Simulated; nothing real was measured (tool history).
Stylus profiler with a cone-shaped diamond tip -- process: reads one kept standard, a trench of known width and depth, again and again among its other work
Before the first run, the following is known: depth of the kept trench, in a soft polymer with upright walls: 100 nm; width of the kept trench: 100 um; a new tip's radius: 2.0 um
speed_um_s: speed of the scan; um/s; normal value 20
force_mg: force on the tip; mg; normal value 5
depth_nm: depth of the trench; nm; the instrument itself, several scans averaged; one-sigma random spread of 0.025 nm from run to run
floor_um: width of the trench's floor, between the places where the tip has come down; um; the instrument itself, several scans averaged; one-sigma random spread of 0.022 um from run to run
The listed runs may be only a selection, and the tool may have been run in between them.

run	hour	speed_um_s	force_mg	depth_nm	floor_um
1	0	20	5	101.79	98.68
2	77.5	8	5	101.74	98.68
3	136.2	20	5	101.83	98.63
4	235.1	20	8.2	102.51	98.63
5	311.5	20	5	101.74	98.61
6	373.8	20	6.22	102.01	98.58
7	462.7	20	6.22	102.02	98.57
8	554.8	20	6.22	102.01	98.51
9	623	20	1.73	100.66	98.47
10	700.6	20	10.45	102.83	98.47
11	816.9	20	10.45	102.78	98.46
12	903.2	7	5	101.57	98.47
13	960.7	20	2.17	100.76	98.37
14	1068.1	20	2.17	100.7	98.3
# hour 1080.9: height scale calibrated on a step standard
15	1178.6	38	10.04	102.46	98.3
16	1282.6	45	14.88	103.32	98.32
# hour 1367.6: new tip fitted, height scale calibrated
17	1413.1	45	14.88	103.87	98.66
# hour 1439.9: height scale calibrated on a step standard, once more
18	1475.9	12	2.76	101.27	98.65
19	1553.7	73	4.77	101.79	98.47
20	1634.7	73	4.77	101.81	98.4

Branching from run 20: 5 alternative next runs. What would each branch give?
A	1704.4	42	1.88	?	?
B	1704.4	13	5	?	?
C	1704.4	43	11.22	?	?
D	1704.4	14	2.82	?	?
E	1704.4	7	2.09	?	?

run	depth_nm	floor_um
A	100.95	98.43
B	101.79	98.65
C	103.19	98.5
D	101.21	98.53
E	100.98	98.58
Stripped of hidden state, with their random variation kept, the same runs would have yielded:
run	depth_nm	floor_um
A	101.02	98.54
B	101.87	98.75
C	103.27	98.61
D	101.28	98.63
E	101.05	98.68
